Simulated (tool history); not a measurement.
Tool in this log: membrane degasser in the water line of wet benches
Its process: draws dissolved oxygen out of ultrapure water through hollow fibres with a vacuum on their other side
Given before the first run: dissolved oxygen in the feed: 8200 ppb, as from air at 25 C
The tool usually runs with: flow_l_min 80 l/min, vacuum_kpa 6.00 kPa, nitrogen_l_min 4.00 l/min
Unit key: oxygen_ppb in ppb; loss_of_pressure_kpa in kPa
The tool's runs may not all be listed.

Run 1, day 0.000: usual settings. Result: oxygen_ppb 174.7 ppb, loss_of_pressure_kpa 57.52 kPa.
Run 2, day 10.150: usual settings. Result: oxygen_ppb 173.8 ppb, loss_of_pressure_kpa 57.35 kPa.
Run 3, day 20.008: usual settings but vacuum_kpa 8.03 kPa. Result: oxygen_ppb 263.1 ppb, loss_of_pressure_kpa 57.35 kPa.
Run 4, day 31.025: usual settings but vacuum_kpa 8.03 kPa. Result: oxygen_ppb 259.4 ppb, loss_of_pressure_kpa 57.48 kPa.
Run 5, day 44.762: usual settings but vacuum_kpa 8.03 kPa. Result: oxygen_ppb 265.3 ppb, loss_of_pressure_kpa 57.39 kPa.
Run 6, day 53.792: usual settings but nitrogen_l_min 10.69 l/min. Result: oxygen_ppb 103.2 ppb, loss_of_pressure_kpa 57.57 kPa.
Run 7, day 65.217: usual settings but nitrogen_l_min 10.69 l/min. Result: oxygen_ppb 104.4 ppb, loss_of_pressure_kpa 57.43 kPa.
Run 8, day 71.879: usual settings but vacuum_kpa 6.36 kPa. Result: oxygen_ppb 188.9 ppb, loss_of_pressure_kpa 57.82 kPa.
Run 9, day 81.254: usual settings but vacuum_kpa 6.36 kPa. Result: oxygen_ppb 191.3 ppb, loss_of_pressure_kpa 57.58 kPa.
Run 10, day 92.221: usual settings. Result: oxygen_ppb 177.5 ppb, loss_of_pressure_kpa 57.57 kPa.
Run 11, day 102.312: usual settings but nitrogen_l_min 7.40 l/min. Result: oxygen_ppb 124.0 ppb, loss_of_pressure_kpa 57.92 kPa.
Run 12, day 111.083: usual settings but nitrogen_l_min 2.59 l/min. Result: oxygen_ppb 234.7 ppb, loss_of_pressure_kpa 57.52 kPa.
Run 13, day 123.379: usual settings. Result: oxygen_ppb 179.1 ppb, loss_of_pressure_kpa 57.86 kPa.
Run 14, day 135.500: usual settings. Result: oxygen_ppb 177.5 ppb, loss_of_pressure_kpa 58.02 kPa.
Run 15, day 148.217: usual settings but flow_l_min 62 l/min. Result: oxygen_ppb 131.0 ppb, loss_of_pressure_kpa 45.30 kPa.
At day 150.558: vacuum gauge calibrated.
Run 16, day 161.004: usual settings but flow_l_min 62 l/min, nitrogen_l_min 3.29 l/min. Result: oxygen_ppb 143.2 ppb, loss_of_pressure_kpa 45.19 kPa.
Run 17, day 169.229: usual settings but flow_l_min 50 l/min, vacuum_kpa 5.70 kPa, nitrogen_l_min 8.65 l/min. Result: oxygen_ppb 50.9 ppb, loss_of_pressure_kpa 36.25 kPa.
Run 18, day 176.212: usual settings but flow_l_min 87 l/min, vacuum_kpa 5.70 kPa, nitrogen_l_min 5.55 l/min. Result: oxygen_ppb 154.5 ppb, loss_of_pressure_kpa 63.33 kPa.
Run 19, day 182.792: usual settings but flow_l_min 87 l/min, vacuum_kpa 5.70 kPa, nitrogen_l_min 5.55 l/min. Result: oxygen_ppb 152.8 ppb, loss_of_pressure_kpa 63.17 kPa.
Run 20, day 193.404: usual settings but flow_l_min 87 l/min, vacuum_kpa 5.70 kPa, nitrogen_l_min 5.55 l/min. Result: oxygen_ppb 152.0 ppb, loss_of_pressure_kpa 63.38 kPa.
Run 21, day 200.638: usual settings but flow_l_min 87 l/min, vacuum_kpa 5.70 kPa, nitrogen_l_min 5.55 l/min. Result: oxygen_ppb 155.7 ppb, loss_of_pressure_kpa 63.46 kPa.
Run 22, day 211.154: usual settings but flow_l_min 87 l/min, vacuum_kpa 5.70 kPa, nitrogen_l_min 5.55 l/min. Result: oxygen_ppb 157.0 ppb, loss_of_pressure_kpa 63.63 kPa.
Run 23, day 217.783: usual settings but flow_l_min 116 l/min, vacuum_kpa 13.05 kPa, nitrogen_l_min 6.96 l/min. Result: oxygen_ppb 479.9 ppb, loss_of_pressure_kpa 84.97 kPa.
Run 24, day 229.296: usual settings but flow_l_min 67 l/min, vacuum_kpa 4.99 kPa, nitrogen_l_min 2.11 l/min. Result: oxygen_ppb 152.6 ppb, loss_of_pressure_kpa 49.08 kPa.
Run 25, day 238.538: usual settings but flow_l_min 110 l/min, vacuum_kpa 6.92 kPa, nitrogen_l_min 1.84 l/min. Result: oxygen_ppb 489.2 ppb, loss_of_pressure_kpa 80.45 kPa.
Run 26, day 245.254: usual settings but flow_l_min 60 l/min. Result: oxygen_ppb 126.4 ppb, loss_of_pressure_kpa 43.87 kPa.
Run 27, day 254.242: usual settings but flow_l_min 98 l/min, vacuum_kpa 4.80 kPa, nitrogen_l_min 7.91 l/min. Result: oxygen_ppb 135.8 ppb, loss_of_pressure_kpa 71.66 kPa.
At day 255.196: seals of the vacuum lines changed.
Run 28, day 260.538: usual settings but flow_l_min 98 l/min, vacuum_kpa 4.80 kPa, nitrogen_l_min 7.91 l/min. Result: oxygen_ppb 134.3 ppb, loss_of_pressure_kpa 71.80 kPa.
Run 29, day 267.900: usual settings but flow_l_min 103 l/min, vacuum_kpa 9.02 kPa, nitrogen_l_min 4.97 l/min. Result: oxygen_ppb 358.5 ppb, loss_of_pressure_kpa 75.50 kPa.
Run 30, day 273.408: usual settings but nitrogen_l_min 4.83 l/min. Result: oxygen_ppb 161.4 ppb, loss_of_pressure_kpa 58.87 kPa.
Run 31, day 280.388: usual settings but nitrogen_l_min 4.83 l/min. Result: oxygen_ppb 163.7 ppb, loss_of_pressure_kpa 59.06 kPa.

5 ways to go on from here, each from the tool as it stands after run 31. What would each give?
Run A, day 290.092: usual settings but vacuum_kpa 12.48 kPa, nitrogen_l_min 2.65 l/min. Result: oxygen_ppb ?, loss_of_pressure_kpa ?.
Run B, day 290.092: usual settings but flow_l_min 109 l/min, vacuum_kpa 3.75 kPa, nitrogen_l_min 2.88 l/min. Result: oxygen_ppb ?, loss_of_pressure_kpa ?.
Run C, day 290.092: usual settings but flow_l_min 119 l/min, vacuum_kpa 9.76 kPa, nitrogen_l_min 9.70 l/min. Result: oxygen_ppb ?, loss_of_pressure_kpa ?.
Run D, day 290.092: usual settings but flow_l_min 87 l/min, vacuum_kpa 4.43 kPa, nitrogen_l_min 5.84 l/min. Result: oxygen_ppb ?, loss_of_pressure_kpa ?.
Run E, day 290.092: usual settings but flow_l_min 69 l/min, vacuum_kpa 12.55 kPa, nitrogen_l_min 11.38 l/min. Result: oxygen_ppb ?, loss_of_pressure_kpa ?.

run  oxygen_ppb  loss_of_pressure_kpa
  A       606.3                 58.63
  B       157.1                 80.27
  C       317.3                 87.64
  D       111.6                 64.10
  E       175.1                 50.11
Without the tool's unlogged condition, the same runs would have read:
run  oxygen_ppb  loss_of_pressure_kpa
  A       587.4                 54.01
  B       120.9                 73.99
  C       278.1                 80.74
  D        87.8                 59.08
  E       160.2                 46.14

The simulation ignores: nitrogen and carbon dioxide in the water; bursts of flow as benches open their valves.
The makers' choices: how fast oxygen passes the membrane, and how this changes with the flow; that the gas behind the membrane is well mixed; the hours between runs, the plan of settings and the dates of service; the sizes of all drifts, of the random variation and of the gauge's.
